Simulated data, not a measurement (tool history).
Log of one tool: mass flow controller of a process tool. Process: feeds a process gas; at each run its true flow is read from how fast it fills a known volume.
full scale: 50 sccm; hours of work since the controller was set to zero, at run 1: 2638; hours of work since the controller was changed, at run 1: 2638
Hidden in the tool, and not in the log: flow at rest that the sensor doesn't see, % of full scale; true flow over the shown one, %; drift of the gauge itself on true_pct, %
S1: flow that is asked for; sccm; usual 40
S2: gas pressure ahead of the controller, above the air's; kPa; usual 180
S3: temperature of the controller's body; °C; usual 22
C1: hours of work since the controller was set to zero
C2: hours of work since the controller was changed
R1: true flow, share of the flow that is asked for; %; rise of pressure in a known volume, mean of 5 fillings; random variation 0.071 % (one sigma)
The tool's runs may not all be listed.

Run 1, day 0.000: usual settings; C1 2638; C2 2638. Result: R1 101.21 %.
Run 2, day 6.983: usual settings but S2 220 kPa; C1 2760; C2 2760. Result: R1 101.09 %.
Run 3, day 16.233: usual settings but S2 220 kPa; C1 2921; C2 2921. Result: R1 101.27 %.
Run 4, day 21.833: usual settings; C1 3019; C2 3019. Result: R1 101.48 %.
Run 5, day 25.754: usual settings but S2 171 kPa; C1 3088; C2 3088. Result: R1 101.60 %.
Run 6, day 33.833: usual settings but S2 171 kPa; C1 3229; C2 3229. Result: R1 101.53 %.
Run 7, day 37.921: usual settings but S2 171 kPa; C1 3300; C2 3300. Result: R1 101.60 %.
Run 8, day 44.379: usual settings but S2 171 kPa; C1 3413; C2 3413. Result: R1 101.66 %.
Run 9, day 49.167: usual settings but S2 145 kPa; C1 3497; C2 3497. Result: R1 102.00 %.
Run 10, day 56.250: usual settings but S2 145 kPa; C1 3621; C2 3621. Result: R1 101.85 %.
Run 11, day 61.462: usual settings but S2 145 kPa; C1 3712; C2 3712. Result: R1 102.01 %.
Run 12, day 68.775: usual settings; C1 3840; C2 3840. Result: R1 101.83 %.
Run 13, day 75.038: usual settings but S1 11 sccm, S2 187 kPa, S3 30 °C; C1 3949; C2 3949. Result: R1 103.05 %.
Run 14, day 81.571: usual settings but S1 11 sccm, S2 187 kPa, S3 30 °C; C1 4063; C2 4063. Result: R1 103.21 %.
Run 15, day 86.358: usual settings but S1 31 sccm, S2 181 kPa, S3 21 °C; C1 4147; C2 4147. Result: R1 102.01 %.
Run 16, day 93.071: usual settings but S1 35 sccm, S2 267 kPa, S3 39 °C; C1 4264; C2 4264. Result: R1 101.27 %.
Run 17, day 97.571: usual settings but S2 240 kPa, S3 30 °C; C1 4343; C2 4343. Result: R1 101.63 %.
Run 18, day 102.508: usual settings but S2 261 kPa, S3 35 °C; C1 4429; C2 4429. Result: R1 101.30 %.
Run 19, day 111.138: usual settings but S2 261 kPa, S3 35 °C; C1 4580; C2 4580. Result: R1 101.48 %.
Run 20, day 119.462: usual settings but S1 13 sccm, S2 186 kPa, S3 29 °C; C1 4726; C2 4726. Result: R1 103.36 %.
Run 21, day 126.662: usual settings but S1 23 sccm, S2 153 kPa, S3 25 °C; C1 4852; C2 4852. Result: R1 102.85 %.
Run 22, day 135.733: usual settings but S1 13 sccm, S2 199 kPa; C1 5010; C2 5010. Result: R1 104.00 %.
Run 23, day 142.342: usual settings but S1 50 sccm, S2 185 kPa, S3 27 °C; C1 5126; C2 5126. Result: R1 102.58 %.
Run 24, day 146.167: usual settings but S1 50 sccm, S2 185 kPa, S3 27 °C; C1 5192; C2 5192. Result: R1 102.60 %.

4 ways to go on from here, each from the tool as it stands after run 24. What would each give?
Run A, day 151.975: usual settings but S1 34 sccm, S2 185 kPa, S3 27 °C; C1 5294; C2 5294. Result: R1 ?.
Run B, day 151.975: usual settings but S1 50 sccm, S2 141 kPa, S3 27 °C; C1 5294; C2 5294. Result: R1 ?.
Run C, day 151.975: usual settings but S1 8 sccm, S2 259 kPa, S3 24 °C; C1 5294; C2 5294. Result: R1 ?.
Run D, day 151.975: usual settings but S1 50 sccm, S2 185 kPa, S3 33 °C; C1 5294; C2 5294. Result: R1 ?.

run      R1
  A  102.64
  B  102.84
  C  106.33
  D  102.44
Without the tool's hidden state the same runs would have given:
run      R1
  A   99.48
  B  100.15
  C   98.40
  D   99.75
